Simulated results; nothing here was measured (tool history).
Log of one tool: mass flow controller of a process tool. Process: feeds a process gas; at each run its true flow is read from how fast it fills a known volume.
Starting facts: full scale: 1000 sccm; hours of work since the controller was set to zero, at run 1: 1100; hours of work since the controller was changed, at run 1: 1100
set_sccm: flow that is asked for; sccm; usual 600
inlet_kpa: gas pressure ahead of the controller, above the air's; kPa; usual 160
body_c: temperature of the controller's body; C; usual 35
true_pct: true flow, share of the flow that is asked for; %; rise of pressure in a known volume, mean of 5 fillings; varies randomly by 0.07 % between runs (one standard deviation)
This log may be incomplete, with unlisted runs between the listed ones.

run    hour  set_sccm  inlet_kpa  body_c  hours of work since the controller was set to zero  hours of work since the controller was changed  true_pct
  1       0       600        160      35                                                1100                                            1100     98.75
  2    89.5       600        160      35                                                1141                                            1141     98.99
  3   302.1       994        160      35                                                1240                                            1240     99.39
  4     443       600        148      35                                                1306                                            1306     98.88
  5   597.5       600        220      35                                                1378                                            1378     99.35
  6   727.6       600        220      35                                                1438                                            1438     99.54
  7   927.4       600        160      35                                                1531                                            1531     99.04
  8  1106.7       600        160      35                                                1615                                            1615     99.05
  9    1234       600        160      25                                                1674                                            1674     99.65
 10  1449.3       600        160      25                                                1774                                            1774     99.61
 11  1665.5       639        160      35                                                1874                                            1874     99.33
 12  1836.1       639        160      35                                                1954                                            1954     99.47
 13  2007.4       600        150      35                                                2033                                            2033     99.41
 14  2194.8       479        160      35                                                2121                                            2121      99.4
 15  2299.5       479        160      35                                                2169                                            2169      99.4
 16    2512       479        160      35                                                2268                                            2268     99.41
 17  2653.5       775        160      35                                                2334                                            2334     99.96
 18  2792.7       370        160      35                                                2399                                            2399     99.46
 19  2967.9       370        160      35                                                2480                                            2480     99.51
 20  3078.5       300        160      35                                                2532                                            2532     99.51
 21  3260.7       573        160      35                                                2616                                            2616     99.86
 22  3349.7       573        160      35                                                2658                                            2658     99.87
 23  3450.4       573        160      35                                                2705                                            2705     99.91
     3468.4  -- gauge calibrated
 24  3615.5       573        160      35                                                2781                                            2781     98.77
 25    3707       573        160      35                                                2824                                            2824     98.68
 26  3846.5       573        196      27                                                2889                                            2889     99.59
 27  4002.8       600        174      35                                                2961                                            2961     99.08
 28  4173.7       368        160      24                                                3041                                            3041     99.14
 29  4287.9       368        160      24                                                3094                                            3094     99.22
 30  4479.6       138        247      32                                                3183                                            3183     99.35
 31  4590.7       562        247      32                                                3235                                            3235     99.73
 32  4808.1       435        147      32                                                3336                                            3336      99.2
 33  4994.4       435        147      32                                                3423                                            3423     99.13
 34  5105.7       697        225      24                                                3474                                            3474     100.4
 35  5269.6       697        215      30                                                3551                                            3551    100.19
 36  5478.9       697        158      23                                                3648                                            3648    100.06
 37  5687.4       155        188      26                                                3745                                            3745     99.57
 38  5893.8       155        188      33                                                3841                                            3841     99.41
 39  6038.8       155        157      33                                                3908                                            3908     99.09
 40  6157.6       745        160      35                                                3964                                            3964     99.88
 41  6281.1       395        246      26                                                4021                                            4021    100.47
 42  6430.6       395        246      29                                                4091                                            4091    100.41
 43    6523       451        145      28                                                4134                                            4134     99.91

For some of the steps in true_pct from one run to the next: how much would appear even if the tool had no hidden state, given the settings, what came in and random variation, and how much remains for the hidden state plus any gauge scatter that the measured result and the result without hidden state don't share?
What the log doesn't record here: flow at rest that the sensor doesn't see, % of full scale; true flow over the shown one, %; drift of the gauge itself on true_pct, %.
Run 2 -> 3: set_sccm 600 -> 994. true_pct +0.4 %: hidden state +0.08, all else +0.32.
Run 23 -> 24: gauge calibrated. true_pct -1.14 %: hidden state -1.11, all else -0.03.
Run 25 -> 26: inlet_kpa 160 -> 196, body_c 35 -> 27. true_pct +0.91 %: hidden state +0.06, all else +0.85.
Run 29 -> 30: set_sccm 368 -> 138, inlet_kpa 160 -> 247, body_c 24 -> 32. true_pct +0.13 %: hidden state +0.08, all else +0.05.
Run 33 -> 34: set_sccm 435 -> 697, inlet_kpa 147 -> 225, body_c 32 -> 24. true_pct +1.27 %: hidden state +0.04, all else +1.23.
